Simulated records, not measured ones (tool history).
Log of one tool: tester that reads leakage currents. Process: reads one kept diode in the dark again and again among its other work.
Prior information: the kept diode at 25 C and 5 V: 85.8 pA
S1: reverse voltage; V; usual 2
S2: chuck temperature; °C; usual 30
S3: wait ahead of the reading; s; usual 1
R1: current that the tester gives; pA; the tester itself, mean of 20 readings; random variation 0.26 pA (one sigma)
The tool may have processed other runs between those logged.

run	hour	S1	S2	S3	R1
1	0	2	30	1	86.9
2	30	2	30	1	86.95
3	67.2	5.85	30	1	136.16
4	94.9	5.85	30	1	136.62
5	132.8	5.85	30	1	136.47
6	181.5	5.85	30	1	136.4
7	214.8	2	30	1	86.67
8	265.6	2	30	1	86.79
9	300.3	17.36	30	1	219.48
10	333.2	17.36	30	1	217.23
11	370.9	17.36	30	1	217.26
12	407.5	2	30	1	86.75
13	450.1	2	30	1	86.16
14	480.7	2	30	1	86.44
15	536.4	2	30	1	86.93
16	574.3	2	30	1	86.18
17	627.8	2	30	1	86.5
18	674.3	2	30	1	86.34
19	711.1	2	30	1	85.93
20	737.3	2	30	1.36	86.56
21	763	1.17	25	1.35	46.86
# hour 807.8: probe card cleaned and baked
22	823.8	1.17	25	1.35	46.91
23	860.8	2.33	49	0.32	359.54
24	898.1	3.5	30	1	110.43
25	925.1	2	30	0.81	86.34
26	973.4	4.74	48	8.47	450.92
27	1034.5	10.77	21	1	89.33
28	1083.8	7.95	35	1	225.79
29	1115.2	7.95	35	1	225.66
30	1153.3	7.95	35	1	224.84
31	1180.8	2.14	30	3.07	88.57
32	1238.3	1.49	21	3.44	37.8
33	1295.4	1.49	21	1.11	37.79
34	1328.5	1.49	21	1.11	37.83
35	1355.6	1.49	21	1.11	37.75
36	1412.7	1.32	30	0.89	72.51
37	1460.5	1.8	29	2.64	76.73
38	1517.2	10.71	38	0.54	319.97
39	1577.3	10.71	38	0.54	319.51

Consider 3 possible next runs. They are alternatives, not a sequence: every one starts from the tool as it was left by run 39. What does each give?
A	1604	3.42	38	0.89	?
B	1604	2.97	21	1	?
C	1604	10.71	37	0.54	?

run	R1
A	195.41
B	51.13
C	297.4
The same runs, with their run-to-run variation unchanged, on a tool lacking any hidden condition would have given:
run	R1
A	195.27
B	51.08
C	297.18
